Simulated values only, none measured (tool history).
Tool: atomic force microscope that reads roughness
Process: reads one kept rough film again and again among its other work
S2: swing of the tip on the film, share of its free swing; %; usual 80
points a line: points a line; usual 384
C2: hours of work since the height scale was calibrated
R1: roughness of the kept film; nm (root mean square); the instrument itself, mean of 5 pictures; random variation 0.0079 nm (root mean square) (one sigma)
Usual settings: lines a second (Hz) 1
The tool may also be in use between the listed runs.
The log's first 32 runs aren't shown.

Run 33, hour 253.7: usual settings but lines a second (Hz) 1.02, S2 90 %, points a line 703; pictures with this tip 271; C2 144. Result: R1 1.173 nm (root mean square).
Run 34, hour 263.5: usual settings but lines a second (Hz) 0.55, points a line 616; pictures with this tip 282; C2 148. Result: R1 1.256 nm (root mean square).
Run 35, hour 274.1: usual settings but lines a second (Hz) 3.32, points a line 577; pictures with this tip 295; C2 153. Result: R1 1.022 nm (root mean square).
Run 36, hour 284.8: usual settings but lines a second (Hz) 0.94, S2 56 %, points a line 717; pictures with this tip 307; C2 158. Result: R1 1.282 nm (root mean square).
Run 37, hour 291.5: usual settings but lines a second (Hz) 0.94, S2 56 %, points a line 717; pictures with this tip 315; C2 160. Result: R1 1.273 nm (root mean square).
Run 38, hour 301.1: usual settings but lines a second (Hz) 0.94, S2 56 %, points a line 717; pictures with this tip 326; C2 165. Result: R1 1.256 nm (root mean square).
Run 39, hour 311.1: usual settings but lines a second (Hz) 0.94, S2 56 %, points a line 717; pictures with this tip 337; C2 169. Result: R1 1.235 nm (root mean square).
At hour 316.6: new tip fitted.
Run 40, hour 322.4: usual settings but lines a second (Hz) 2.58, S2 56 %, points a line 717; pictures with this tip 7; C2 174. Result: R1 1.717 nm (root mean square).
Run 41, hour 327.2: usual settings but lines a second (Hz) 2.58, S2 87 %, points a line 717; pictures with this tip 12; C2 176. Result: R1 1.364 nm (root mean square).
Run 42, hour 331.8: usual settings but lines a second (Hz) 2.58, S2 87 %, points a line 717; pictures with this tip 17; C2 178. Result: R1 1.362 nm (root mean square).
Run 43, hour 342.1: usual settings but lines a second (Hz) 2.58, S2 87 %, points a line 717; pictures with this tip 29; C2 182. Result: R1 1.344 nm (root mean square).
Run 44, hour 349.9: usual settings but lines a second (Hz) 2.58, S2 84 %, points a line 717; pictures with this tip 38; C2 185. Result: R1 1.37 nm (root mean square).
Run 45, hour 355.1: usual settings but lines a second (Hz) 2.58, S2 84 %, points a line 717; pictures with this tip 44; C2 188. Result: R1 1.348 nm (root mean square).
Run 46, hour 364.6: usual settings but lines a second (Hz) 2.58, S2 84 %, points a line 717; pictures with this tip 55; C2 192. Result: R1 1.34 nm (root mean square).
Run 47, hour 370.3: usual settings but lines a second (Hz) 2.58, S2 88 %, points a line 432; pictures with this tip 62; C2 194. Result: R1 1.262 nm (root mean square).
Run 48, hour 377.9: usual settings but S2 82 %, points a line 352; pictures with this tip 71; C2 197. Result: R1 1.49 nm (root mean square).
Run 49, hour 384.7: usual settings but lines a second (Hz) 1.59, S2 83 %, points a line 966; pictures with this tip 78; C2 200. Result: R1 1.435 nm (root mean square).
Run 50, hour 391: usual settings but lines a second (Hz) 1.36, points a line 757; pictures with this tip 86; C2 203. Result: R1 1.457 nm (root mean square).
Run 51, hour 398.5: usual settings but lines a second (Hz) 2.28, S2 65 %; pictures with this tip 94; C2 206. Result: R1 1.48 nm (root mean square).
Run 52, hour 405.9: usual settings but lines a second (Hz) 1.56, points a line 314; pictures with this tip 103; C2 209. Result: R1 1.389 nm (root mean square).

4 ways to go on from here, each from the tool as it stands after run 52. What would each give?
Run A, hour 412.7: usual settings but S2 82 %, points a line 257; pictures with this tip 111; C2 212. Result: R1 ?.
Run B, hour 412.7: usual settings but lines a second (Hz) 3.59, S2 87 %, points a line 532; pictures with this tip 111; C2 212. Result: R1 ?.
Run C, hour 412.7: usual settings but lines a second (Hz) 3.15, points a line 493; pictures with this tip 111; C2 212. Result: R1 ?.
Run D, hour 412.7: usual settings but lines a second (Hz) 0.58; pictures with this tip 111; C2 212. Result: R1 ?.

run     R1
  A  1.407
  B  1.099
  C  1.247
  D  1.489
Without the tool's hidden state the same runs would have given:
run     R1
  A  1.645
  B  1.285
  C  1.458
  D  1.741
